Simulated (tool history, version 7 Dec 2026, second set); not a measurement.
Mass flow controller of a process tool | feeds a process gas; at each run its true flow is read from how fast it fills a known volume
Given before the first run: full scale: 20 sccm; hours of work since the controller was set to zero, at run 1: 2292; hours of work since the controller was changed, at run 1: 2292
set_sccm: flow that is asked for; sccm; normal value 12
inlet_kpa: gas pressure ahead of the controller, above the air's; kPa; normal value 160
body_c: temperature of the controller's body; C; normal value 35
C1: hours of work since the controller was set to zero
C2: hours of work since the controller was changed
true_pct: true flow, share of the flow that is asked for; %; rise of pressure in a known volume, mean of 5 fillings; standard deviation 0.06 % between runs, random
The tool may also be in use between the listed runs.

Run 1, day 0.000: usual settings; C1 2292; C2 2292. Result: true_pct 98.65 %.
Run 2, day 4.475: usual settings but body_c 38 C; C1 2365; C2 2365. Result: true_pct 98.47 %.
Run 3, day 8.129: usual settings but body_c 38 C; C1 2425; C2 2425. Result: true_pct 98.42 %.
Run 4, day 14.338: usual settings but body_c 38 C; C1 2526; C2 2526. Result: true_pct 98.41 %.
Run 5, day 19.162: usual settings but body_c 38 C; C1 2605; C2 2605. Result: true_pct 98.49 %.
Run 6, day 22.308: usual settings but body_c 38 C; C1 2657; C2 2657. Result: true_pct 98.46 %.
Run 7, day 27.492: usual settings but body_c 38 C; C1 2741; C2 2741. Result: true_pct 98.36 %.
Run 8, day 32.250: usual settings; C1 2819; C2 2819. Result: true_pct 98.64 %.
Run 9, day 37.625: usual settings; C1 2907; C2 2907. Result: true_pct 98.74 %.
Run 10, day 42.604: usual settings; C1 2989; C2 2989. Result: true_pct 98.90 %.
Run 11, day 45.725: usual settings; C1 3040; C2 3040. Result: true_pct 98.75 %.
Run 12, day 52.379: usual settings; C1 3149; C2 3149. Result: true_pct 98.83 %.
Run 13, day 58.708: usual settings but inlet_kpa 174 kPa; C1 3252; C2 3252. Result: true_pct 98.79 %.
Run 14, day 62.096: usual settings but inlet_kpa 174 kPa, body_c 39 C; C1 3307; C2 3307. Result: true_pct 98.55 %.
Run 15, day 67.646: usual settings but inlet_kpa 174 kPa, body_c 39 C; C1 3398; C2 3398. Result: true_pct 98.50 %.
Run 16, day 70.942: usual settings but inlet_kpa 174 kPa, body_c 39 C; C1 3452; C2 3452. Result: true_pct 98.52 %.
Run 17, day 77.675: usual settings but inlet_kpa 174 kPa, body_c 39 C; C1 3562; C2 3562. Result: true_pct 98.54 %.
Run 18, day 81.883: usual settings but inlet_kpa 174 kPa, body_c 39 C; C1 3631; C2 3631. Result: true_pct 98.57 %.
Run 19, day 84.804: usual settings but inlet_kpa 248 kPa, body_c 39 C; C1 3679; C2 3679. Result: true_pct 98.98 %.
Run 20, day 90.108: usual settings but inlet_kpa 248 kPa, body_c 39 C; C1 3766; C2 3766. Result: true_pct 98.88 %.
Run 21, day 96.346: usual settings but inlet_kpa 248 kPa, body_c 39 C; C1 3868; C2 3868. Result: true_pct 98.94 %.
Run 22, day 103.267: usual settings but inlet_kpa 262 kPa, body_c 39 C; C1 3981; C2 3981. Result: true_pct 99.07 %.
Run 23, day 108.912: usual settings but inlet_kpa 262 kPa, body_c 39 C; C1 4073; C2 4073. Result: true_pct 98.98 %.
Run 24, day 115.117: usual settings but inlet_kpa 262 kPa, body_c 39 C; C1 4175; C2 4175. Result: true_pct 99.06 %.
Run 25, day 120.892: usual settings but inlet_kpa 262 kPa, body_c 39 C; C1 4269; C2 4269. Result: true_pct 99.07 %.
Run 26, day 127.783: usual settings but inlet_kpa 262 kPa, body_c 39 C; C1 4382; C2 4382. Result: true_pct 99.01 %.
Run 27, day 134.075: usual settings but set_sccm 2 sccm, inlet_kpa 167 kPa, body_c 29 C; C1 4485; C2 4485. Result: true_pct 104.78 %.
Run 28, day 139.462: usual settings but set_sccm 5 sccm, inlet_kpa 251 kPa, body_c 37 C; C1 4573; C2 4573. Result: true_pct 100.60 %.
Run 29, day 144.008: usual settings but set_sccm 2 sccm, inlet_kpa 166 kPa, body_c 37 C; C1 4647; C2 4647. Result: true_pct 104.30 %.
Run 30, day 147.467: usual settings but set_sccm 10 sccm, inlet_kpa 210 kPa, body_c 37 C; C1 4704; C2 4704. Result: true_pct 99.18 %.
Run 31, day 153.833: usual settings but set_sccm 10 sccm, inlet_kpa 210 kPa, body_c 37 C; C1 4808; C2 4808. Result: true_pct 99.17 %.
Run 32, day 157.954: usual settings but set_sccm 14 sccm, inlet_kpa 244 kPa, body_c 40 C; C1 4876; C2 4876. Result: true_pct 98.88 %.
Run 33, day 164.188: usual settings but set_sccm 18 sccm, inlet_kpa 225 kPa; C1 4978; C2 4978. Result: true_pct 99.20 %.
Run 34, day 169.950: usual settings but set_sccm 17 sccm, inlet_kpa 175 kPa, body_c 22 C; C1 5072; C2 5072. Result: true_pct 100.25 %.
Run 35, day 174.075: usual settings but inlet_kpa 208 kPa, body_c 38 C; C1 5139; C2 5139. Result: true_pct 98.93 %.
Run 36, day 177.350: usual settings but inlet_kpa 224 kPa; C1 5193; C2 5193. Result: true_pct 99.37 %.
Run 37, day 183.350: usual settings but inlet_kpa 224 kPa; C1 5291; C2 5291. Result: true_pct 99.27 %.
Run 38, day 189.817: usual settings but inlet_kpa 167 kPa, body_c 21 C; C1 5397; C2 5397. Result: true_pct 100.32 %.
Run 39, day 193.979: usual settings but body_c 33 C; C1 5465; C2 5465. Result: true_pct 99.25 %.
Run 40, day 200.042: usual settings but body_c 33 C; C1 5564; C2 5564. Result: true_pct 99.28 %.
Run 41, day 203.088: usual settings but set_sccm 3 sccm, inlet_kpa 186 kPa, body_c 30 C; C1 5614; C2 5614. Result: true_pct 103.47 %.
Run 42, day 208.138: usual settings but set_sccm 3 sccm, inlet_kpa 186 kPa, body_c 30 C; C1 5697; C2 5697. Result: true_pct 103.58 %.
Run 43, day 212.108: usual settings but set_sccm 3 sccm, inlet_kpa 186 kPa, body_c 30 C; C1 5762; C2 5762. Result: true_pct 103.65 %.
Run 44, day 217.488: usual settings but set_sccm 18 sccm, inlet_kpa 184 kPa, body_c 39 C; C1 5850; C2 5850. Result: true_pct 98.59 %.
Run 45, day 222.929: usual settings but set_sccm 18 sccm, inlet_kpa 183 kPa, body_c 25 C; C1 5939; C2 5939. Result: true_pct 99.96 %.
Run 46, day 229.521: usual settings but set_sccm 18 sccm, inlet_kpa 183 kPa, body_c 25 C; C1 6046; C2 6046. Result: true_pct 99.96 %.
Run 47, day 233.025: usual settings but set_sccm 18 sccm, inlet_kpa 183 kPa, body_c 25 C; C1 6104; C2 6104. Result: true_pct 99.88 %.

4 options for the next run, each taken on its own from the tool as it stands now. Forecast them:
Run A, day 238.712: usual settings but set_sccm 11 sccm, inlet_kpa 205 kPa, body_c 27 C; C1 6197; C2 6197. Result: true_pct ?.
Run B, day 238.712: usual settings but set_sccm 19 sccm; C1 6197; C2 6197. Result: true_pct ?.
Run C, day 238.712: usual settings but set_sccm 3 sccm, inlet_kpa 189 kPa, body_c 36 C; C1 6197; C2 6197. Result: true_pct ?.
Run D, day 238.712: usual settings but set_sccm 2 sccm; C1 6197; C2 6197. Result: true_pct ?.

run  true_pct
  A    100.15
  B     98.89
  C    103.52
  D    106.48
Stripped of hidden state, with their random variation kept, the same runs would have yielded:
run  true_pct
  A     99.35
  B     98.81
  C     98.16
  D     97.99
